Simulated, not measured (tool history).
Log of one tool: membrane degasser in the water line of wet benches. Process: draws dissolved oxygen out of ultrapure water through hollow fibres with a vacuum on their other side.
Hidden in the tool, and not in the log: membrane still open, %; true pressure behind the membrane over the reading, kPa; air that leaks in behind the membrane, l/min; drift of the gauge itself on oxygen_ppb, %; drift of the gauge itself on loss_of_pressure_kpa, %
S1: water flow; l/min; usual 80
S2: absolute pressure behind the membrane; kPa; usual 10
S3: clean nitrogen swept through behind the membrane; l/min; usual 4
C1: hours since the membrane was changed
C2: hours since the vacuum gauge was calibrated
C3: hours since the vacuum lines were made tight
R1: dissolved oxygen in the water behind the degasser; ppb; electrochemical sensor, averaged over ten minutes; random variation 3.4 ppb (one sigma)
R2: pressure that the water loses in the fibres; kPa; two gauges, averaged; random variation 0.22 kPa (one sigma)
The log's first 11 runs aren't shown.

run    hour  S1    S2    S3    C1   C2    C3      R1     R2
 12   665.5  80    10     4  3814  327  3181     348  52.13
 13   732.4  80    10  2.85  3881  394  3248   437.1  51.96
 14   807.9  80    10  2.85  3957  470  3323   434.6  52.25
 15   855.5  80  15.9     4  4004  517  3371   591.8  52.44
 16   921.4  80  15.9     4  4070  583  3437   583.9  52.21
 17   967.5  80  15.9     4  4116  629  3483   581.2  52.44
 18  1024.5  48  17.8  5.07  4173  686  3540   319.4  31.49
 19  1112.3  80    24  2.77  4261  774  3627  1176.3   52.4

The next listed run, before its measurement:
 20  1173.4  80  24  2.77  4322  835  3689   ?   ?

{"run 20": {"R1": 1195.2, "R2": 52.74}}
Without the tool's hidden state the same run would have given R1 1188.5 ppb, R2 51.85 kPa.
